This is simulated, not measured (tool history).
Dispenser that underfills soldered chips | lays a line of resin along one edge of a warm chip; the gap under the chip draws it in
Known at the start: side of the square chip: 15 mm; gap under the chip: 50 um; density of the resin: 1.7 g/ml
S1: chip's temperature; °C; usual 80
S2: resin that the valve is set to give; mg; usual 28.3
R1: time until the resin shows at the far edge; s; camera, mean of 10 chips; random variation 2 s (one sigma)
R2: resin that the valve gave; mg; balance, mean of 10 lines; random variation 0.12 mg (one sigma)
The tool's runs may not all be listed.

| run | hour | S1 | S2 | R1 | R2 |
|---|---|---|---|---|---|
| 1 | 0.0 | 80 | 28.3 | 217.4 | 27.12 |
| 2 | 6.9 | 80 | 28.3 | 283.1 | 26.90 |
| 3 | 11.2 | 80 | 28.3 | 202.6 | 27.10 |
| 4 | 14.9 | 80 | 28.3 | 231.7 | 26.96 |
| 5 | 18.8 | 80 | 28.3 | 277.4 | 26.80 |
| 6 | 23.0 | 80 | 28.3 | 337.7 | 26.75 |
| 7 | 27.1 | 80 | 28.3 | 218.9 | 26.72 |
| 8 | 31.6 | 80 | 24.6 | 278.4 | 23.24 |
| 9 | 36.5 | 80 | 24.6 | 341.2 | 23.12 |
| 10 | 40.0 | 80 | 24.6 | 213.3 | 23.24 |
| 11 | 44.0 | 88 | 24.6 | 177.4 | 23.16 |
| 12 | 47.9 | 88 | 24.6 | 207.1 | 23.19 |
| 13 | 53.9 | 88 | 24.6 | 153.7 | 23.07 |
| 14 | 57.5 | 74 | 28.3 | 331.7 | 26.80 |
| 15 | 63.4 | 80 | 28.3 | 320.3 | 26.59 |
| 16 | 69.2 | 80 | 28.3 | 224.2 | 26.49 |
| 17 | 74.1 | 80 | 27.5 | 277.6 | 25.61 |
| 18 | 80.2 | 80 | 27.5 | 190.3 | 27.34 |
| 19 | 84.2 | 88 | 27.5 | 154.8 | 27.60 |
| 20 | 88.7 | 91 | 35.6 | 157.6 | 35.66 |
| 21 | 94.1 | 72 | 31.0 | 279.4 | 30.70 |
| 22 | 99.7 | 72 | 31.0 | 355.9 | 30.92 |
| 23 | 105.3 | 67 | 26.6 | 605.8 | 26.43 |
| 24 | 112.0 | 67 | 26.6 | 440.7 | 26.47 |
| 25 | 118.8 | 81 | 24.3 | 306.3 | 24.06 |
| 26 | 122.7 | 87 | 27.7 | 144.5 | 27.46 |
| 27 | 129.3 | 87 | 27.7 | 189.4 | 27.41 |
| 28 | 133.4 | 87 | 27.7 | 229.5 | 27.25 |
| 29 | 136.5 | 87 | 27.7 | 148.4 | 27.22 |
| 30 | 139.8 | 90 | 28.3 | 144.4 | 27.72 |
| 31 | 145.9 | 91 | 31.9 | 177.9 | 31.22 |
| 32 | 151.5 | 91 | 36.0 | 121.9 | 34.90 |
| 33 | 155.4 | 91 | 36.0 | 148.6 | 34.98 |
| 34 | 161.0 | 90 | 28.6 | 199.6 | 27.84 |
| 35 | 164.2 | 72 | 24.9 | 310.2 | 24.46 |

Taken out of this log: 13 entries between the listed runs. Where each belongs, and how the hidden state differs across it:
Between runs 2 and 3: new syringe of resin (hour 10.8)
  resin's viscosity, % of fresh resin's: 147.5 -> 102.8; dose that the valve gives, % of what is set: 95.38 -> 95.24; true chip temperature over the reading, C: 0.97 -> 0.99
  measured less the result without the state, R1: +83.7 -> -2.2 s; R2: -1.30 -> -1.36 mg
Between runs 6 and 7: new syringe of resin (hour 24.5)
  resin's viscosity, % of fresh resin's: 170.7 -> 112.5; dose that the valve gives, % of what is set: 94.85 -> 94.73; true chip temperature over the reading, C: 1.05 -> 1.08
  measured less the result without the state, R1: +131.5 -> +16.0 s; R2: -1.45 -> -1.48 mg
Between runs 9 and 10: new syringe of resin (hour 38.1)
  resin's viscosity, % of fresh resin's: 168.2 -> 107.3; dose that the valve gives, % of what is set: 94.44 -> 94.33; true chip temperature over the reading, C: 1.13 -> 1.15
  measured less the result without the state, R1: +131.0 -> +7.2 s; R2: -1.36 -> -1.40 mg
Between runs 12 and 13: new syringe of resin (hour 52.0)
  resin's viscosity, % of fresh resin's: 150.2 -> 110; dose that the valve gives, % of what is set: 94.09 -> 93.9; true chip temperature over the reading, C: 1.19 -> 1.23
  measured less the result without the state, R1: +64.4 -> +9.0 s; R2: -1.46 -> -1.50 mg
Between runs 15 and 16: new syringe of resin (hour 65.5)
  resin's viscosity, % of fresh resin's: 165.2 -> 116.1; dose that the valve gives, % of what is set: 93.61 -> 93.42; true chip temperature over the reading, C: 1.28 -> 1.31
  measured less the result without the state, R1: +116.7 -> +21.3 s; R2: -1.81 -> -1.86 mg
Between runs 17 and 18: dispensing valve cleaned and set on the balance (hour 76.3); new syringe of resin (hour 80.1)
  resin's viscosity, % of fresh resin's: 142.8 -> 99.8; dose that the valve gives, % of what is set: 93.27 -> 99.99; true chip temperature over the reading, C: 1.34 -> 1.36
  measured less the result without the state, R1: +73.5 -> -13.3 s; R2: -1.85 -> +0.00 mg
Between runs 20 and 21: new syringe of resin (hour 94.0)
  resin's viscosity, % of fresh resin's: 143.9 -> 102.9; dose that the valve gives, % of what is set: 99.72 -> 99.56; true chip temperature over the reading, C: 1.41 -> 1.43
  measured less the result without the state, R1: +40.9 -> -12.4 s; R2: -0.10 -> -0.13 mg
Between runs 23 and 24: new syringe of resin (hour 107.9)
  resin's viscosity, % of fresh resin's: 165.6 -> 121.7; dose that the valve gives, % of what is set: 99.19 -> 98.97; true chip temperature over the reading, C: 1.49 -> 1.52
  measured less the result without the state, R1: +211.2 -> +49.7 s; R2: -0.21 -> -0.27 mg
Between runs 25 and 26: new syringe of resin (hour 121.6)
  resin's viscosity, % of fresh resin's: 162.9 -> 106; dose that the valve gives, % of what is set: 98.75 -> 98.64; true chip temperature over the reading, C: 1.56 -> 1.58
  measured less the result without the state, R1: +104.4 -> -1.9 s; R2: -0.30 -> -0.37 mg
Between runs 28 and 29: new syringe of resin (hour 135.3)
  resin's viscosity, % of fresh resin's: 168 -> 107.8; dose that the valve gives, % of what is set: 98.3 -> 98.2; true chip temperature over the reading, C: 1.64 -> 1.65
  measured less the result without the state, R1: +82.4 -> +0.3 s; R2: -0.47 -> -0.50 mg
Between runs 31 and 32: new syringe of resin (hour 148.8)
  resin's viscosity, % of fresh resin's: 161.2 -> 113.3; dose that the valve gives, % of what is set: 97.89 -> 97.7; true chip temperature over the reading, C: 1.71 -> 1.74
  measured less the result without the state, R1: +59.0 -> +5.7 s; R2: -0.67 -> -0.82 mg
Between runs 34 and 35: new syringe of resin (hour 162.4)
  resin's viscosity, % of fresh resin's: 170.5 -> 108.2; dose that the valve gives, % of what is set: 97.41 -> 97.31; true chip temperature over the reading, C: 1.79 -> 1.81
  measured less the result without the state, R1: +73.2 -> -1.4 s; R2: -0.74 -> -0.67 mg

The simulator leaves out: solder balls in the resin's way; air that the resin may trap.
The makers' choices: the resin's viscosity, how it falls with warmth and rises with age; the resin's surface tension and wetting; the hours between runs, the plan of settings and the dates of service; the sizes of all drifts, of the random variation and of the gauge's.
